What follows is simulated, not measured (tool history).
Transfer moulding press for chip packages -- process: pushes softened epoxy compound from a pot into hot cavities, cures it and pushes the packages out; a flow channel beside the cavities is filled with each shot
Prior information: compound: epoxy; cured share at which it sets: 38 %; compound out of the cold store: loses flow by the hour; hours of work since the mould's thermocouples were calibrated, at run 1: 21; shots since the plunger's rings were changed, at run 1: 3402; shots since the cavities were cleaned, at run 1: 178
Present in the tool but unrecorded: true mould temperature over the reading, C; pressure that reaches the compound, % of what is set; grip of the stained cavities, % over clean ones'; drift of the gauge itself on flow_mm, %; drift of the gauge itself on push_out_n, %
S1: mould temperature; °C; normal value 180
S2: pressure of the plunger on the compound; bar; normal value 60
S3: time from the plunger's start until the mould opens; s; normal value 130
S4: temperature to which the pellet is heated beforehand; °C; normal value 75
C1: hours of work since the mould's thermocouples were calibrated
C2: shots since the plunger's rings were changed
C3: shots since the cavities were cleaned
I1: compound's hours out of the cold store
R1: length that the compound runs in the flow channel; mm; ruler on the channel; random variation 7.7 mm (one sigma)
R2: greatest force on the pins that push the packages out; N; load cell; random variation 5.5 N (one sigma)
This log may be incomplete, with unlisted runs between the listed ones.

run	hour	S1	S2	S3	S4	C1	C2	C3	I1	R1	R2
1	0	180	60	130	75	21	3402	178	41.4	924	267
2	16.8	180	60	130	75	33	3571	347	19.1	952	319
3	33.6	180	60	130	75	44	3740	516	41.2	920	326
# hour 43.1: cavities cleaned with cleaning compound and waxed
4	57.2	180	60	130	75	58	3962	142	9.4	955	273
5	77	180	60	130	75	72	4160	340	20.6	933	302
6	89.8	180	60	130	75	80	4289	469	39.8	900	363
# hour 103.3: cavities cleaned with cleaning compound and waxed
7	110.2	180	60	130	75	93	4478	69	19.2	943	239
# hour 114.1: mould's thermocouples calibrated
8	134.1	180	60	130	75	13	4698	289	18.4	945	325
9	146.9	180	59.5	130	75	22	4826	417	19.5	934	332
10	156.3	180	59.5	130	75	28	4920	511	47.3	885	339
# hour 166.2: cavities cleaned with cleaning compound and waxed
11	171	180	59.5	130	75	37	5053	49	25.2	924	221
# hour 186.6: mould's thermocouples calibrated, once more
12	186.6	180	60	130	75	0	5189	185	24.2	928	284
13	210	187	61.5	143	75	16	5424	420	36	896	295

What does the tool deliver on the next run?
# hour 228.2: cavities cleaned with cleaning compound and waxed
14	228.2	187	61.5	143	75	27	5592	0	26	?	?

{"run 14": {"R1": 892, "R2": 182}}
Were there no unlogged condition in the tool, this run, its random variation unchanged, would have produced R1 936 mm, R2 178 N.

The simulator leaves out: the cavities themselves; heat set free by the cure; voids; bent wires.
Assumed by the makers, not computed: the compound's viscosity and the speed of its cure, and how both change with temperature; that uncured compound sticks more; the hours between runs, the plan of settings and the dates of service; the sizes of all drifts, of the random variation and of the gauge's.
